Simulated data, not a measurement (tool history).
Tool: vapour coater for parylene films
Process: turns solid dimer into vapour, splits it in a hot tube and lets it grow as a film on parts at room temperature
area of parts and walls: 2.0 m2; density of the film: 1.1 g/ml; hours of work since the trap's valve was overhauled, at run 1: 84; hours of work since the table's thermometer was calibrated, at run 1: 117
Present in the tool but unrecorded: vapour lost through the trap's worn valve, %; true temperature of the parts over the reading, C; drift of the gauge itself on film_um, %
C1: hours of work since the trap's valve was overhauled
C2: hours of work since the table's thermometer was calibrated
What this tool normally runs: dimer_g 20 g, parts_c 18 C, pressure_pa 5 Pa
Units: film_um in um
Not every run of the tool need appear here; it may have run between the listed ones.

{"run": 1, "hour": 0.0, "dimer_g": 20, "parts_c": 18, "pressure_pa": 5, "C1": 84, "C2": 117, "film_um": 5.13}
{"run": 2, "hour": 16.2, "dimer_g": 20, "parts_c": 18, "pressure_pa": 4.21, "C1": 97, "C2": 131, "film_um": 5.26}
{"run": 3, "hour": 38.4, "dimer_g": 20, "parts_c": 18, "pressure_pa": 4.21, "C1": 116, "C2": 149, "film_um": 5.32}
{"run": 4, "hour": 59.2, "dimer_g": 20, "parts_c": 18, "pressure_pa": 4.21, "C1": 134, "C2": 167, "film_um": 5.3}
{"run": 5, "hour": 70.7, "dimer_g": 20, "parts_c": 18, "pressure_pa": 4.21, "C1": 143, "C2": 176, "film_um": 5.35}
{"run": 6, "hour": 89.5, "dimer_g": 20, "parts_c": 18, "pressure_pa": 5, "C1": 159, "C2": 192, "film_um": 5.21}
{"run": 7, "hour": 101.8, "dimer_g": 20, "parts_c": 18, "pressure_pa": 5, "C1": 169, "C2": 202, "film_um": 5.2}
{"run": 8, "hour": 113.1, "dimer_g": 20, "parts_c": 18, "pressure_pa": 5, "C1": 179, "C2": 212, "film_um": 5.18}
{"run": 9, "hour": 134.9, "dimer_g": 20, "parts_c": 18, "pressure_pa": 5, "C1": 197, "C2": 230, "film_um": 5.19}
{"run": 10, "hour": 154.3, "dimer_g": 20, "parts_c": 15, "pressure_pa": 5, "C1": 213, "C2": 246, "film_um": 5.95}
{"run": 11, "hour": 176.7, "dimer_g": 21, "parts_c": 11, "pressure_pa": 2.12, "C1": 232, "C2": 265, "film_um": 8.89}
{"run": 12, "hour": 195.7, "dimer_g": 21, "parts_c": 11, "pressure_pa": 7.63, "C1": 248, "C2": 281, "film_um": 6.91}
{"hour": 213.6, "done": "gauge calibrated"}
{"run": 13, "hour": 216.9, "dimer_g": 16, "parts_c": 11, "pressure_pa": 2.36, "C1": 266, "C2": 299, "film_um": 6.5}
{"run": 14, "hour": 227.4, "dimer_g": 13, "parts_c": 18, "pressure_pa": 3.53, "C1": 275, "C2": 308, "film_um": 3.58}
{"run": 15, "hour": 251.3, "dimer_g": 13, "parts_c": 18, "pressure_pa": 3.53, "C1": 295, "C2": 328, "film_um": 3.58}
{"run": 16, "hour": 268.5, "dimer_g": 20, "parts_c": 15, "pressure_pa": 2.99, "C1": 309, "C2": 342, "film_um": 6.51}
{"run": 17, "hour": 291.2, "dimer_g": 32, "parts_c": 18, "pressure_pa": 11.1, "C1": 328, "C2": 361, "film_um": 7.07}
{"run": 18, "hour": 309.1, "dimer_g": 36, "parts_c": 12, "pressure_pa": 10.16, "C1": 343, "C2": 376, "film_um": 10.62}
{"run": 19, "hour": 322.8, "dimer_g": 36, "parts_c": 12, "pressure_pa": 10.16, "C1": 355, "C2": 388, "film_um": 10.6}
{"run": 20, "hour": 334.8, "dimer_g": 36, "parts_c": 12, "pressure_pa": 10.16, "C1": 365, "C2": 398, "film_um": 10.62}

A few steps of film_um between consecutive runs. Split each: what settings, incoming material and random variation would produce without the hidden state, and what is left over for the hidden state, along with gauge scatter present in only one of the two compared results (measured, and without hidden state):
Run 10 -> 11: dimer_g 20 -> 21, parts_c 15 -> 11, pressure_pa 5 -> 2.12. film_um +2.94 um: hidden state +0.05, all else +2.89.
Run 12 -> 13: dimer_g 21 -> 16, pressure_pa 7.63 -> 2.36, gauge calibrated. film_um -0.41 um: hidden state -0.12, all else -0.29.
Run 17 -> 18: dimer_g 32 -> 36, parts_c 18 -> 12, pressure_pa 11.1 -> 10.16. film_um +3.55 um: hidden state +0.04, all else +3.51.
